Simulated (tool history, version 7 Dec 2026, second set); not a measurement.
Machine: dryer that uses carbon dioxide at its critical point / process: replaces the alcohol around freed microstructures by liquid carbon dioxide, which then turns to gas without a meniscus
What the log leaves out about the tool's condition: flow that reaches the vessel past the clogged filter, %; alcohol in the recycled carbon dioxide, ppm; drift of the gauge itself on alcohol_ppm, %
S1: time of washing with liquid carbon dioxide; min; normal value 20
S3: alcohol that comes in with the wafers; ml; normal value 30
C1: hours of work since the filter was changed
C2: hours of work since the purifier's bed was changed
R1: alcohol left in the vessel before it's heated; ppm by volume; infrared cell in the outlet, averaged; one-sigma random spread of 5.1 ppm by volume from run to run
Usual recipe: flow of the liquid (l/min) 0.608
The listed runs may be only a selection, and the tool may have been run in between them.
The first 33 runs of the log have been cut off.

Run 34, hour 939.2: usual settings but S1 18 min, flow of the liquid (l/min) 0.727, S3 98 ml; C1 149; C2 233. Result: R1 354 ppm by volume.
Run 35, hour 955.2: usual settings but S1 18 min, flow of the liquid (l/min) 0.727, S3 98 ml; C1 157; C2 241. Result: R1 367 ppm by volume.
Run 36, hour 971.8: usual settings but S1 18 min, flow of the liquid (l/min) 0.815, S3 28 ml; C1 165; C2 249. Result: R1 140 ppm by volume.
Run 37, hour 999.6: usual settings but S1 16 min, flow of the liquid (l/min) 0.666, S3 26 ml; C1 178; C2 262. Result: R1 307 ppm by volume.
At hour 1011.3: inlet filter changed.
Run 38, hour 1026.6: usual settings but S1 16 min, flow of the liquid (l/min) 0.666, S3 26 ml; C1 7; C2 275. Result: R1 244 ppm by volume.
Run 39, hour 1052.2: usual settings but S1 31 min, flow of the liquid (l/min) 0.666, S3 48 ml; C1 20; C2 287. Result: R1 132 ppm by volume.
Run 40, hour 1075.1: usual settings but S1 28 min; C1 31; C2 298. Result: R1 149 ppm by volume.
Run 41, hour 1102.9: usual settings but S1 27 min, flow of the liquid (l/min) 0.67, S3 76 ml; C1 44; C2 311. Result: R1 153 ppm by volume.
Run 42, hour 1130: usual settings but S1 13 min, flow of the liquid (l/min) 0.61, S3 39 ml; C1 57; C2 324. Result: R1 802 ppm by volume.
Run 43, hour 1149: usual settings but S1 25 min, flow of the liquid (l/min) 0.61, S3 58 ml; C1 66; C2 333. Result: R1 200 ppm by volume.
Run 44, hour 1171: usual settings but S1 22 min, flow of the liquid (l/min) 0.442, S3 59 ml; C1 77; C2 344. Result: R1 628 ppm by volume.
Run 45, hour 1204.4: usual settings but S1 31 min, S3 24 ml; C1 93; C2 360. Result: R1 160 ppm by volume.
Run 46, hour 1237.9: usual settings but flow of the liquid (l/min) 0.709, S3 86 ml; C1 109; C2 376. Result: R1 288 ppm by volume.

What if the next run were any one of these 5? Each begins from the tool's condition after run 46:
Run A, hour 1274.8: usual settings but S1 15 min; C1 126; C2 394. Result: R1 ?.
Run B, hour 1274.8: usual settings but S1 29 min, flow of the liquid (l/min) 0.84, S3 25 ml; C1 126; C2 394. Result: R1 ?.
Run C, hour 1274.8: usual settings but S1 13 min, flow of the liquid (l/min) 0.834, S3 109 ml; C1 126; C2 394. Result: R1 ?.
Run D, hour 1274.8: usual settings but S1 21 min, flow of the liquid (l/min) 0.709, S3 24 ml; C1 126; C2 394. Result: R1 ?.
Run E, hour 1274.8: usual settings but S1 27 min, flow of the liquid (l/min) 0.709, S3 86 ml; C1 126; C2 394. Result: R1 ?.

run   R1
  A  542
  B  171
  C  826
  D  205
  E  193
With no hidden state in the tool, these same runs would have given:
run   R1
  A  285
  B    1
  C  482
  D   29
  E   16

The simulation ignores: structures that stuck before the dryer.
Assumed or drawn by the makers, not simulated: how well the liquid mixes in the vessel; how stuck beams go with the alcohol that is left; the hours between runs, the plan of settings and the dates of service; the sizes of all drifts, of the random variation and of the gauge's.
